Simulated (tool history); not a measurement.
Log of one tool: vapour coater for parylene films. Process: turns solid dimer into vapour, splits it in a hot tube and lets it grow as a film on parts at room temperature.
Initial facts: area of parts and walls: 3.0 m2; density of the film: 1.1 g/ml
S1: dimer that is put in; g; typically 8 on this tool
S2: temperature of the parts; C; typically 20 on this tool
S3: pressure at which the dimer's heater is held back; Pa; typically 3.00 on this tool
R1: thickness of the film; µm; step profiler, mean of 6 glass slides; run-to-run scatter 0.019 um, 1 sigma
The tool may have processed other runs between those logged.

run	hour	S1	S2	S3	R1
1	0.0	8	20	3.00	1.64
2	16.6	8	20	3.00	1.65
3	45.2	8	20	3.00	1.67
4	58.1	8	20	3.00	1.62
5	80.1	8	20	3.00	1.64
6	92.4	8	20	3.00	1.63
# hour 100.1: trap's valve overhauled
7	125.6	8	20	3.00	1.67
8	154.1	8	20	3.00	1.64
9	168.3	6	20	3.00	1.26
10	190.7	6	20	3.00	1.26
11	218.2	6	20	3.00	1.23
12	244.5	6	20	3.00	1.23
13	269.9	6	20	3.00	1.25
14	296.2	6	20	3.00	1.24
15	325.2	6	20	3.00	1.25
16	344.0	3	26	2.41	0.49
17	363.9	13	25	2.66	2.27

The next listed run, before its measurement:
18	379.3	7	25	6.29	?

R1: 1.19 µm
On a tool with no hidden condition, and with the same random variation, this run would have come out at R1 1.19 µm.
